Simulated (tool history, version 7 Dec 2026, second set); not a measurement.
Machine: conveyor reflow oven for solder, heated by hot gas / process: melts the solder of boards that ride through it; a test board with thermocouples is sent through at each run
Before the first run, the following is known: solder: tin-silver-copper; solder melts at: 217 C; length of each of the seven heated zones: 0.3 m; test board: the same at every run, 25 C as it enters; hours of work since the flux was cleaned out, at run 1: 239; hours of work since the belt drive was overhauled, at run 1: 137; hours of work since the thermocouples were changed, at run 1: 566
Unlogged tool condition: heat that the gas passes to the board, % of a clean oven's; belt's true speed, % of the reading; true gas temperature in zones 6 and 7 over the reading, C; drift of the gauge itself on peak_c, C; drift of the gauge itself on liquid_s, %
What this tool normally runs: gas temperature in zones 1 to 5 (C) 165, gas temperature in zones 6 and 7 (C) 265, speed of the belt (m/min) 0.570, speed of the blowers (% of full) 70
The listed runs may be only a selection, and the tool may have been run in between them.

run  hour  gas temperature in zones 1 to 5 (C)  gas temperature in zones 6 and 7 (C)  speed of the belt (m/min)  speed of the blowers (% of full)  hours of work since the flux was cleaned out  hours of work since the belt drive was overhauled  hours of work since the thermocouples were changed  highest temperature of the board (C)  time above the solder's melting point (s)
  1   0.0                                  165                                   265                      0.570                                70                                           239                                                137                                                 566                                 246.3                                       40.2
  2   8.2                                  165                                   265                      0.570                                70                                           243                                                141                                                 570                                 246.6                                       40.4
  3  16.8                                  165                                   265                      0.570                                70                                           248                                                145                                                 575                                 247.2                                       39.9
  4  22.7                                  178                                   265                      0.570                                70                                           251                                                148                                                 578                                 249.4                                       46.5
  5  27.7                                  178                                   265                      0.570                                70                                           253                                                151                                                 580                                 249.3                                       46.3
  6  31.8                                  178                                   265                      0.570                                70                                           255                                                153                                                 582                                 249.7                                       46.3
  7  40.0                                  178                                   265                      0.570                                70                                           260                                                157                                                 587                                 249.4                                       46.1
  8  47.9                                  178                                   265                      0.570                                70                                           264                                                161                                                 591                                 249.4                                       46.1
  9  54.3                                  178                                   265                      0.560                                70                                           267                                                165                                                 594                                 249.7                                       47.1
 10  61.0                                  165                                   275                      0.570                                76                                           270                                                168                                                 597                                 257.0                                       47.4
 11  65.4                                  165                                   275                      0.570                                76                                           272                                                170                                                 600                                 257.0                                       47.0
 12  74.4                                  165                                   265                      0.476                                70                                           277                                                175                                                 604                                 252.9                                       54.8
 13  80.3                                  165                                   265                      0.476                                70                                           280                                                178                                                 607                                 252.6                                       55.3
 14  89.0                                  165                                   265                      0.476                                70                                           284                                                182                                                 612                                 253.1                                       54.7
 15  96.1                                  152                                   265                      0.524                                70                                           288                                                186                                                 615                                 247.3                                       41.4

A few steps of highest temperature of the board (C) between consecutive runs. Split each: what settings, incoming material and random variation would produce without the hidden state, and what is left over for the hidden state, along with gauge scatter present in only one of the two compared results (measured, and without hidden state):
Run 9 -> 10: gas temperature in zones 1 to 5 (C) 178 -> 165, gas temperature in zones 6 and 7 (C) 265 -> 275, speed of the belt (m/min) 0.560 -> 0.570, speed of the blowers (% of full) 70 -> 76. highest temperature of the board (C) +7.3: hidden state -0.4, all else +7.7.
Run 11 -> 12: gas temperature in zones 6 and 7 (C) 275 -> 265, speed of the belt (m/min) 0.570 -> 0.476, speed of the blowers (% of full) 76 -> 70. highest temperature of the board (C) -4.1: hidden state +0.6, all else -4.7.
